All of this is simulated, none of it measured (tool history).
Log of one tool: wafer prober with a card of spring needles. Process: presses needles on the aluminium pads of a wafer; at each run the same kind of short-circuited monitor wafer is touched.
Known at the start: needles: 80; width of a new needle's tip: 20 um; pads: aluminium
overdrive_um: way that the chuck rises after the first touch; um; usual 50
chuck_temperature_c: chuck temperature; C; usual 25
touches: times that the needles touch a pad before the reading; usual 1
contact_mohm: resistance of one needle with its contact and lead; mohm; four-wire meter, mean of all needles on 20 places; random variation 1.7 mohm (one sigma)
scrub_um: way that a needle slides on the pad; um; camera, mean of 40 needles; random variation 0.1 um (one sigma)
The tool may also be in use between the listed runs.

| run | hour | overdrive_um | chuck_temperature_c | touches | contact_mohm | scrub_um |
|---|---|---|---|---|---|---|
| 1 | 0 | 50 | 25 | 1 | 385 | 13.43 |
|  | 2.7 | tips cleaned on abrasive film |
|  | 7 | tips cleaned on abrasive film |
|  | 10.5 | tips cleaned on abrasive film |
|  | 14.9 | tips cleaned on abrasive film |
|  | 19.2 | tips cleaned on abrasive film |
|  | 23.6 | tips cleaned on abrasive film |
|  | 27.9 | tips cleaned on abrasive film |
|  | 32.3 | tips cleaned on abrasive film |
|  | 35.8 | tips cleaned on abrasive film |
|  | 40.1 | tips cleaned on abrasive film |
|  | 44.5 | tips cleaned on abrasive film |
|  | 48.9 | tips cleaned on abrasive film |
|  | 52.4 | tips cleaned on abrasive film |
|  | 56.7 | tips cleaned on abrasive film |
|  | 61.1 | tips cleaned on abrasive film |
|  | 65.4 | tips cleaned on abrasive film |
|  | 69.8 | tips cleaned on abrasive film |
|  | 74.1 | tips cleaned on abrasive film |
|  | 78.5 | tips cleaned on abrasive film |
|  | 82 | tips cleaned on abrasive film |
|  | 86.3 | tips cleaned on abrasive film |
|  | 98.3 | card fitted with new needles |
|  | 102.7 | tips cleaned on abrasive film |
|  | 107.1 | tips cleaned on abrasive film |
| 2 | 109.4 | 50 | 25 | 1 | 453 | 13.74 |
|  | 111.2 | tips cleaned on abrasive film |
|  | 115.5 | tips cleaned on abrasive film |
|  | 119 | tips cleaned on abrasive film |
|  | 123.4 | tips cleaned on abrasive film |
|  | 126.9 | tips cleaned on abrasive film |
|  | 131.2 | tips cleaned on abrasive film |
|  | 135.6 | tips cleaned on abrasive film |
|  | 140 | tips cleaned on abrasive film |
|  | 144.3 | tips cleaned on abrasive film |
|  | 148.7 | tips cleaned on abrasive film |
|  | 152.2 | tips cleaned on abrasive film |
|  | 156.5 | tips cleaned on abrasive film |
|  | 160 | tips cleaned on abrasive film |
|  | 164.4 | tips cleaned on abrasive film |
|  | 168.7 | tips cleaned on abrasive film |
|  | 172.2 | tips cleaned on abrasive film |
|  | 176.6 | tips cleaned on abrasive film |
|  | 180.1 | tips cleaned on abrasive film |
|  | 184.4 | tips cleaned on abrasive film |
|  | 188.8 | tips cleaned on abrasive film |
| 3 | 190.8 | 35 | 25 | 1 | 831 | 8.88 |
|  | 192.6 | tips cleaned on abrasive film |
|  | 197 | tips cleaned on abrasive film |
|  | 201.3 | tips cleaned on abrasive film |
|  | 205.7 | tips cleaned on abrasive film |
|  | 210 | tips cleaned on abrasive film |
|  | 213.5 | tips cleaned on abrasive film |
|  | 217.9 | tips cleaned on abrasive film |
|  | 222.2 | tips cleaned on abrasive film |
|  | 226.6 | tips cleaned on abrasive film |
|  | 230.9 | tips cleaned on abrasive film |
|  | 232.1 | height of the first contact set anew |
|  | 235.6 | tips cleaned on abrasive film |
|  | 239.1 | tips cleaned on abrasive film |
|  | 242.6 | tips cleaned on abrasive film |
|  | 247 | tips cleaned on abrasive film |
|  | 251.3 | tips cleaned on abrasive film |
|  | 255.7 | tips cleaned on abrasive film |
| 4 | 257.9 | 50 | 25 | 1 | 538 | 12.47 |
|  | 259.7 | tips cleaned on abrasive film |
|  | 264 | tips cleaned on abrasive film |
|  | 268.4 | tips cleaned on abrasive film |
|  | 272.7 | tips cleaned on abrasive film |
|  | 277.1 | tips cleaned on abrasive film |
|  | 280.6 | tips cleaned on abrasive film |
|  | 284.1 | tips cleaned on abrasive film |
|  | 288.5 | tips cleaned on abrasive film |
|  | 292 | tips cleaned on abrasive film |
|  | 296.3 | tips cleaned on abrasive film |
|  | 300.7 | tips cleaned on abrasive film |
|  | 305 | tips cleaned on abrasive film |
|  | 309.4 | tips cleaned on abrasive film |
|  | 313.7 | tips cleaned on abrasive film |
|  | 318.1 | tips cleaned on abrasive film |
|  | 322.4 | tips cleaned on abrasive film |
|  | 326.8 | tips cleaned on abrasive film |
|  | 330.6 | tips cleaned on abrasive film |
| 5 | 330.6 | 50 | 25 | 1 | 229 | 11.78 |
|  | 334.1 | tips cleaned on abrasive film |
|  | 338.5 | tips cleaned on abrasive film |
|  | 342.8 | tips cleaned on abrasive film |
|  | 346.3 | tips cleaned on abrasive film |
|  | 349.8 | tips cleaned on abrasive film |
|  | 354.2 | tips cleaned on abrasive film |
|  | 357.7 | tips cleaned on abrasive film |
|  | 362 | tips cleaned on abrasive film |
|  | 365.7 | height of the first contact set anew |
|  | 366.7 | tips cleaned on abrasive film |
|  | 371 | tips cleaned on abrasive film |
|  | 374.5 | tips cleaned on abrasive film |
|  | 378.9 | tips cleaned on abrasive film |
|  | 383.2 | tips cleaned on abrasive film |
|  | 386.8 | tips cleaned on abrasive film |
|  | 391.1 | tips cleaned on abrasive film |
| 6 | 393.1 | 50 | 25 | 1 | 497 | 13.43 |
|  | 394.9 | tips cleaned on abrasive film |
|  | 399.2 | tips cleaned on abrasive film |
|  | 403.6 | tips cleaned on abrasive film |
|  | 408 | tips cleaned on abrasive film |
|  | 412.3 | tips cleaned on abrasive film |
|  | 415.8 | tips cleaned on abrasive film |
|  | 419.3 | tips cleaned on abrasive film |
|  | 423.7 | tips cleaned on abrasive film |
|  | 428 | tips cleaned on abrasive film |
|  | 431.5 | tips cleaned on abrasive film |
|  | 435.9 | tips cleaned on abrasive film |
|  | 439.4 | tips cleaned on abrasive film |
|  | 443.7 | tips cleaned on abrasive film |
| 7 | 446.4 | 50 | 25 | 1 | 591 | 13.21 |
|  | 447.4 | tips cleaned on abrasive film |
|  | 451.7 | tips cleaned on abrasive film |
|  | 456.1 | tips cleaned on abrasive film |
|  | 460.4 | tips cleaned on abrasive film |
|  | 464.8 | tips cleaned on abrasive film |
|  | 469.1 | tips cleaned on abrasive film |
|  | 473.5 | tips cleaned on abrasive film |
|  | 477 | tips cleaned on abrasive film |
|  | 481.3 | tips cleaned on abrasive film |
|  | 484.8 | tips cleaned on abrasive film |
|  | 489.2 | tips cleaned on abrasive film |
|  | 493.6 | tips cleaned on abrasive film |
|  | 497.9 | tips cleaned on abrasive film |
|  | 499.9 | height of the first contact set anew |
|  | 502.6 | tips cleaned on abrasive film |
|  | 506.1 | tips cleaned on abrasive film |
|  | 510.4 | tips cleaned on abrasive film |
|  | 514.8 | tips cleaned on abrasive film |
|  | 519.1 | tips cleaned on abrasive film |
|  | 522.6 | tips cleaned on abrasive film |
|  | 527 | tips cleaned on abrasive film |
|  | 531.3 | tips cleaned on abrasive film |
|  | 535.7 | tips cleaned on abrasive film |
| 8 | 538.6 | 40 | 29 | 2 | 562 | 10.64 |
|  | 539.5 | tips cleaned on abrasive film |
|  | 543.9 | tips cleaned on abrasive film |
|  | 548.2 | tips cleaned on abrasive film |
|  | 551.7 | tips cleaned on abrasive film |
|  | 556.1 | tips cleaned on abrasive film |
|  | 559.6 | tips cleaned on abrasive film |
|  | 563.9 | tips cleaned on abrasive film |
|  | 567.4 | tips cleaned on abrasive film |
|  | 571.8 | tips cleaned on abrasive film |
|  | 575.3 | tips cleaned on abrasive film |
|  | 579.6 | tips cleaned on abrasive film |
|  | 584 | tips cleaned on abrasive film |
| 9 | 584.3 | 50 | 111 | 3 | 241 | 13.13 |
|  | 587.8 | tips cleaned on abrasive film |
|  | 592.1 | tips cleaned on abrasive film |
|  | 596.5 | tips cleaned on abrasive film |
|  | 600.9 | tips cleaned on abrasive film |
|  | 605.2 | tips cleaned on abrasive film |
|  | 609.6 | tips cleaned on abrasive film |
|  | 613.9 | tips cleaned on abrasive film |
|  | 618.3 | tips cleaned on abrasive film |
|  | 621.8 | tips cleaned on abrasive film |
|  | 626.1 | tips cleaned on abrasive film |
|  | 630.5 | tips cleaned on abrasive film |
|  | 633.3 | height of the first contact set anew |
|  | 635.1 | tips cleaned on abrasive film |
|  | 638.6 | tips cleaned on abrasive film |
| 10 | 641.3 | 50 | 111 | 3 | 332 | 13.69 |
|  | 642.2 | tips cleaned on abrasive film |
|  | 645.7 | tips cleaned on abrasive film |
|  | 650.1 | tips cleaned on abrasive film |
|  | 654.4 | tips cleaned on abrasive film |
|  | 657.9 | tips cleaned on abrasive film |
|  | 662.3 | tips cleaned on abrasive film |
|  | 666.6 | tips cleaned on abrasive film |
|  | 671 | tips cleaned on abrasive film |
|  | 675.3 | tips cleaned on abrasive film |
|  | 679.7 | tips cleaned on abrasive film |
|  | 683.2 | tips cleaned on abrasive film |
|  | 686.7 | tips cleaned on abrasive film |
| 11 | 686.7 | 42 | 37 | 1 | 268 | 11.17 |
|  | 691 | tips cleaned on abrasive film |
|  | 695.4 | tips cleaned on abrasive film |
|  | 699.7 | tips cleaned on abrasive film |
|  | 704.1 | tips cleaned on abrasive film |
|  | 708.4 | tips cleaned on abrasive film |
|  | 712.8 | tips cleaned on abrasive film |
|  | 715.6 | height of the first contact set anew, once more |
|  | 717.4 | tips cleaned on abrasive film |
|  | 721.8 | tips cleaned on abrasive film |
|  | 725.3 | tips cleaned on abrasive film |
|  | 737.3 | card fitted with new needles |
|  | 741.7 | tips cleaned on abrasive film |
|  | 746 | tips cleaned on abrasive film |
|  | 750.4 | tips cleaned on abrasive film |
|  | 753.9 | tips cleaned on abrasive film |
| 12 | 756.5 | 42 | 37 | 1 | 605 | 11.44 |
|  | 757.4 | tips cleaned on abrasive film |
|  | 761.8 | tips cleaned on abrasive film |
|  | 766.1 | tips cleaned on abrasive film |
|  | 769.6 | tips cleaned on abrasive film |
|  | 774 | tips cleaned on abrasive film |
|  | 778.3 | tips cleaned on abrasive film |
|  | 781.8 | tips cleaned on abrasive film |
|  | 786.2 | tips cleaned on abrasive film |
|  | 790.6 | tips cleaned on abrasive film |
|  | 794.9 | tips cleaned on abrasive film |
|  | 799.3 | tips cleaned on abrasive film |
|  | 803.6 | tips cleaned on abrasive film |
|  | 807.1 | tips cleaned on abrasive film |
|  | 811.5 | tips cleaned on abrasive film |
|  | 815.8 | tips cleaned on abrasive film |
|  | 820.2 | tips cleaned on abrasive film |
|  | 823.7 | tips cleaned on abrasive film |
|  | 828 | tips cleaned on abrasive film |
| 13 | 831.1 | 44 | 92 | 2 | 454 | 11.26 |

The next listed run, before its measurement:
|  | 832 | tips cleaned on abrasive film |
|  | 836.4 | tips cleaned on abrasive film |
|  | 839.9 | tips cleaned on abrasive film |
|  | 844.3 | tips cleaned on abrasive film |
|  | 847.8 | tips cleaned on abrasive film |
|  | 852.1 | tips cleaned on abrasive film |
|  | 856.5 | tips cleaned on abrasive film |
|  | 860.8 | tips cleaned on abrasive film |
|  | 865.2 | tips cleaned on abrasive film |
|  | 869.5 | tips cleaned on abrasive film |
|  | 871.5 | height of the first contact set anew |
|  | 874.2 | tips cleaned on abrasive film |
|  | 878.5 | tips cleaned on abrasive film |
|  | 882 | tips cleaned on abrasive film |
|  | 886.4 | tips cleaned on abrasive film |
|  | 890.8 | tips cleaned on abrasive film |
|  | 895.1 | tips cleaned on abrasive film |
|  | 898.6 | tips cleaned on abrasive film |
|  | 903 | tips cleaned on abrasive film |
|  | 906.5 | tips cleaned on abrasive film |
|  | 910.8 | tips cleaned on abrasive film |
|  | 915.2 | tips cleaned on abrasive film |
|  | 919.5 | tips cleaned on abrasive film |
|  | 923 | tips cleaned on abrasive film |
|  | 927.4 | tips cleaned on abrasive film |
|  | 930.9 | tips cleaned on abrasive film |
|  | 935.3 | tips cleaned on abrasive film |
|  | 938.8 | tips cleaned on abrasive film |
| 14 | 938.8 | 44 | 92 | 2 | ? | ? |

contact_mohm: 218 mohm
scrub_um: 11.47 um
Without the tool's hidden state the same run would have given contact_mohm 188 mohm, scrub_um 11.99 um.

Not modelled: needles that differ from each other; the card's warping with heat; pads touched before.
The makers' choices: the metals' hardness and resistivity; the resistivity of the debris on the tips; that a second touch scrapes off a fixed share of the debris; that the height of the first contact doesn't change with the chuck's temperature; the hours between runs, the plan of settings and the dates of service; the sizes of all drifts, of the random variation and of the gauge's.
